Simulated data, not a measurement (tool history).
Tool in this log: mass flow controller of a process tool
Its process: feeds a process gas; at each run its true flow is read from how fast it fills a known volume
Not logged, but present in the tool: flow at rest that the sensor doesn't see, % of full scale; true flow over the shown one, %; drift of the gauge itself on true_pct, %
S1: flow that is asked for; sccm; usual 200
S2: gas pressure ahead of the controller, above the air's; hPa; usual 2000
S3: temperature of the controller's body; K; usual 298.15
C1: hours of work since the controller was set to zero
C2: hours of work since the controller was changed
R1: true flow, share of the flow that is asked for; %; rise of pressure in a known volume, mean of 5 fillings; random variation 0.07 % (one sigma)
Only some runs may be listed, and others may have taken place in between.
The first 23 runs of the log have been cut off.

run    hour   S1    S2      S3    C1    C2      R1
 24  3837.9  200  1480  297.15  3131  7927   98.89
 25  3967.6  129  1530  298.15  3208  8004   98.53
 26  4152.9   81  1730  298.15  3319  8115   98.45
 27  4266.6  357  2480  298.15  3386  8183  100.46
 28  4496.9  357  2480  298.15  3524  8320  100.45
 29  4713.7  357  1770  304.15  3653  8449  100.51
 30  4936.9  200  2260  298.15  3786  8582    99.5
 31  5187.2  200  2480  295.15  3935  8731   99.59
 32  5372.1  200  2270  294.15  4046  8842   99.46
 33  5490.7  200  2520  296.15  4116  8912   99.64
 34    5630  200  2000  305.15  4199  8996    99.7
 35  5823.8  200  2000  305.15  4315  9111   99.79
 36  5930.7  200  1780  305.15  4379  9175   99.67
 37  6081.5  200  1410  302.15  4468  9265   99.42
     6181.6  -- gauge calibrated
 38  6294.6  200  1410  302.15  4596  9392   98.21
     6320.3  -- controller's zero set anew
 39  6515.2  215  1670  301.15   116  9523   98.41

Each row is a separate what-if for the run after 39, all from the same tool condition, not one after another. Results?
  A  6633.6  200  2780  296.15  187  9594   ?
  B  6633.6   51  2480  298.15  187  9594   ?
  C  6633.6  200  2280  296.15  187  9594   ?

run     R1
  A  98.55
  B   97.7
  C  98.32
With the hidden condition removed and each run's random variation left untouched, the same runs would have given:
run     R1
  A  98.46
  B   97.6
  C  98.22
